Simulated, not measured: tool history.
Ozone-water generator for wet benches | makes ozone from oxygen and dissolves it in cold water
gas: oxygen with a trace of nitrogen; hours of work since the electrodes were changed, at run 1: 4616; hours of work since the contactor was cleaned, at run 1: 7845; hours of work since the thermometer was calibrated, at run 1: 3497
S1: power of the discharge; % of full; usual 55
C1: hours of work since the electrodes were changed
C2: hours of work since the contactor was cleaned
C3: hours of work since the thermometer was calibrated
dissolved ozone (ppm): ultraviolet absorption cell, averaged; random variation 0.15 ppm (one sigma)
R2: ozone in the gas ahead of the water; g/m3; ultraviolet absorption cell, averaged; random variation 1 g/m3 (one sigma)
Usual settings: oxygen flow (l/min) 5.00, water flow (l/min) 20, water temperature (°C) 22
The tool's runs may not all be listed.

{"run": 1, "hour": 0.0, "S1": 55, "oxygen flow (l/min)": 5.0, "water flow (l/min)": 20, "water temperature (°C)": 22, "C1": 4616, "C2": 7845, "C3": 3497, "dissolved ozone (ppm)": 18.5, "R2": 174.5}
{"run": 2, "hour": 121.0, "S1": 55, "oxygen flow (l/min)": 5.0, "water flow (l/min)": 20, "water temperature (°C)": 17, "C1": 4731, "C2": 7960, "C3": 3612, "dissolved ozone (ppm)": 19.8, "R2": 175.5}
{"hour": 139.9, "done": "contactor cleaned"}
{"run": 3, "hour": 256.2, "S1": 55, "oxygen flow (l/min)": 5.0, "water flow (l/min)": 20, "water temperature (°C)": 29, "C1": 4856, "C2": 111, "C3": 3736, "dissolved ozone (ppm)": 16.4, "R2": 175.4}
{"run": 4, "hour": 421.6, "S1": 55, "oxygen flow (l/min)": 5.0, "water flow (l/min)": 20, "water temperature (°C)": 29, "C1": 5013, "C2": 268, "C3": 3894, "dissolved ozone (ppm)": 16.4, "R2": 175.2}
{"run": 5, "hour": 593.0, "S1": 55, "oxygen flow (l/min)": 8.22, "water flow (l/min)": 20, "water temperature (°C)": 22, "C1": 5176, "C2": 431, "C3": 4057, "dissolved ozone (ppm)": 18.2, "R2": 139.0}
{"hour": 663.0, "done": "water thermometer calibrated"}
{"run": 6, "hour": 702.6, "S1": 55, "oxygen flow (l/min)": 5.0, "water flow (l/min)": 14, "water temperature (°C)": 22, "C1": 5280, "C2": 534, "C3": 38, "dissolved ozone (ppm)": 23.6, "R2": 175.5}
{"run": 7, "hour": 788.5, "S1": 92, "oxygen flow (l/min)": 5.0, "water flow (l/min)": 20, "water temperature (°C)": 22, "C1": 5361, "C2": 616, "C3": 119, "dissolved ozone (ppm)": 27.2, "R2": 263.4}
{"run": 8, "hour": 908.8, "S1": 92, "oxygen flow (l/min)": 5.0, "water flow (l/min)": 20, "water temperature (°C)": 22, "C1": 5476, "C2": 730, "C3": 234, "dissolved ozone (ppm)": 27.9, "R2": 261.3}
{"run": 9, "hour": 1045.7, "S1": 92, "oxygen flow (l/min)": 5.0, "water flow (l/min)": 18, "water temperature (°C)": 22, "C1": 5606, "C2": 861, "C3": 364, "dissolved ozone (ppm)": 30.0, "R2": 263.1}
{"run": 10, "hour": 1208.9, "S1": 46, "oxygen flow (l/min)": 5.0, "water flow (l/min)": 18, "water temperature (°C)": 16, "C1": 5761, "C2": 1016, "C3": 519, "dissolved ozone (ppm)": 19.1, "R2": 152.0}
{"run": 11, "hour": 1345.6, "S1": 46, "oxygen flow (l/min)": 5.0, "water flow (l/min)": 18, "water temperature (°C)": 16, "C1": 5891, "C2": 1146, "C3": 649, "dissolved ozone (ppm)": 19.0, "R2": 154.1}
{"run": 12, "hour": 1445.5, "S1": 55, "oxygen flow (l/min)": 5.0, "water flow (l/min)": 30, "water temperature (°C)": 22, "C1": 5986, "C2": 1241, "C3": 744, "dissolved ozone (ppm)": 13.0, "R2": 175.7}
{"run": 13, "hour": 1581.0, "S1": 55, "oxygen flow (l/min)": 5.0, "water flow (l/min)": 30, "water temperature (°C)": 22, "C1": 6115, "C2": 1370, "C3": 873, "dissolved ozone (ppm)": 13.1, "R2": 174.8}
{"run": 14, "hour": 1691.8, "S1": 55, "oxygen flow (l/min)": 8.03, "water flow (l/min)": 27, "water temperature (°C)": 30, "C1": 6220, "C2": 1475, "C3": 978, "dissolved ozone (ppm)": 13.0, "R2": 142.2}
{"run": 15, "hour": 1858.4, "S1": 71, "oxygen flow (l/min)": 5.0, "water flow (l/min)": 20, "water temperature (°C)": 19, "C1": 6378, "C2": 1633, "C3": 1137, "dissolved ozone (ppm)": 23.9, "R2": 214.8}
{"run": 16, "hour": 1950.2, "S1": 71, "oxygen flow (l/min)": 5.0, "water flow (l/min)": 20, "water temperature (°C)": 19, "C1": 6466, "C2": 1721, "C3": 1224, "dissolved ozone (ppm)": 23.7, "R2": 215.6}
{"run": 17, "hour": 2111.4, "S1": 71, "oxygen flow (l/min)": 5.0, "water flow (l/min)": 20, "water temperature (°C)": 19, "C1": 6619, "C2": 1874, "C3": 1377, "dissolved ozone (ppm)": 23.7, "R2": 215.8}

Forecast each of these 4 alternatives for the next run:
{"run": "A", "hour": 2192.0, "S1": 57, "oxygen flow (l/min)": 5.0, "water flow (l/min)": 26, "water temperature (°C)": 19, "C1": 6696, "C2": 1950, "C3": 1454, "dissolved ozone (ppm)": "?", "R2": "?"}
{"run": "B", "hour": 2192.0, "S1": 55, "oxygen flow (l/min)": 2.68, "water flow (l/min)": 31, "water temperature (°C)": 21, "C1": 6696, "C2": 1950, "C3": 1454, "dissolved ozone (ppm)": "?", "R2": "?"}
{"run": "C", "hour": 2192.0, "S1": 66, "oxygen flow (l/min)": 3.64, "water flow (l/min)": 20, "water temperature (°C)": 20, "C1": 6696, "C2": 1950, "C3": 1454, "dissolved ozone (ppm)": "?", "R2": "?"}
{"run": "D", "hour": 2192.0, "S1": 84, "oxygen flow (l/min)": 5.0, "water flow (l/min)": 20, "water temperature (°C)": 25, "C1": 6696, "C2": 1950, "C3": 1454, "dissolved ozone (ppm)": "?", "R2": "?"}

run=A dissolved_ozone_(ppm)=16.1 R2=180.6
run=B dissolved_ozone_(ppm)=10.9 R2=236.3
run=C dissolved_ozone_(ppm)=20.8 R2=235.1
run=D dissolved_ozone_(ppm)=24.5 R2=244.7
Without the tool's hidden state the same runs would have given:
run=A dissolved_ozone_(ppm)=16.1 R2=178.7
run=B dissolved_ozone_(ppm)=10.9 R2=233.7
run=C dissolved_ozone_(ppm)=20.9 R2=232.5
run=D dissolved_ozone_(ppm)=24.6 R2=242.2

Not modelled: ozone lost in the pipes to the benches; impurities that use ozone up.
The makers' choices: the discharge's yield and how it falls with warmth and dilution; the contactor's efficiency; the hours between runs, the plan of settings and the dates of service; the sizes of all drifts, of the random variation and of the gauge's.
